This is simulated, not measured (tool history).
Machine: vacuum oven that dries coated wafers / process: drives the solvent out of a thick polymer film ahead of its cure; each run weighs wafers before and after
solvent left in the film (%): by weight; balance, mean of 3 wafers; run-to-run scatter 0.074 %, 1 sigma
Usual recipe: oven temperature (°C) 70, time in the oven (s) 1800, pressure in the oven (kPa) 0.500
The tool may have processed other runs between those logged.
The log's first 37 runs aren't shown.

| run | hour | oven temperature (°C) | time in the oven (s) | pressure in the oven (kPa) | hours of work since the thermocouples were calibrated | hours of work since the vacuum gauge was cleaned of residue | solvent left in the film (%) |
|---|---|---|---|---|---|---|---|
| 38 | 2694.6 | 55 | 1800 | 1.035 | 681 | 885 | 14.73 |
| 39 | 2745.8 | 57 | 1800 | 1.615 | 721 | 925 | 14.15 |
| 40 | 2803.9 | 68 | 2400 | 0.500 | 767 | 971 | 5.37 |
| 41 | 2858.5 | 68 | 2400 | 0.500 | 810 | 1013 | 5.33 |
|  | 2872.0 | oven's thermocouples calibrated |
| 42 | 2906.1 | 68 | 2400 | 0.500 | 27 | 1049 | 4.64 |
| 43 | 3000.9 | 68 | 2400 | 0.500 | 101 | 1124 | 4.65 |
| 44 | 3079.1 | 68 | 2400 | 0.500 | 162 | 1185 | 4.66 |
| 45 | 3148.9 | 58 | 1800 | 0.450 | 217 | 1240 | 12.56 |

What if the next run were any one of these 5? Each begins from the tool's condition after run 45:
| A | 3251.4 | 56 | 1800 | 0.517 | 298 | 1320 | ? |
| B | 3251.4 | 60 | 2100 | 0.862 | 298 | 1320 | ? |
| C | 3251.4 | 82 | 1380 | 0.782 | 298 | 1320 | ? |
| D | 3251.4 | 70 | 1080 | 0.500 | 298 | 1320 | ? |
| E | 3251.4 | 58 | 1440 | 0.450 | 298 | 1320 | ? |

| run | solvent left in the film (%) |
|---|---|
| A | 13.63 |
| B | 10.92 |
| C | 1.71 |
| D | 9.42 |
| E | 13.80 |
Had the tool no hidden state, the same runs would have come out as:
| run | solvent left in the film (%) |
|---|---|
| A | 13.42 |
| B | 10.67 |
| C | 1.58 |
| D | 9.20 |
| E | 13.60 |
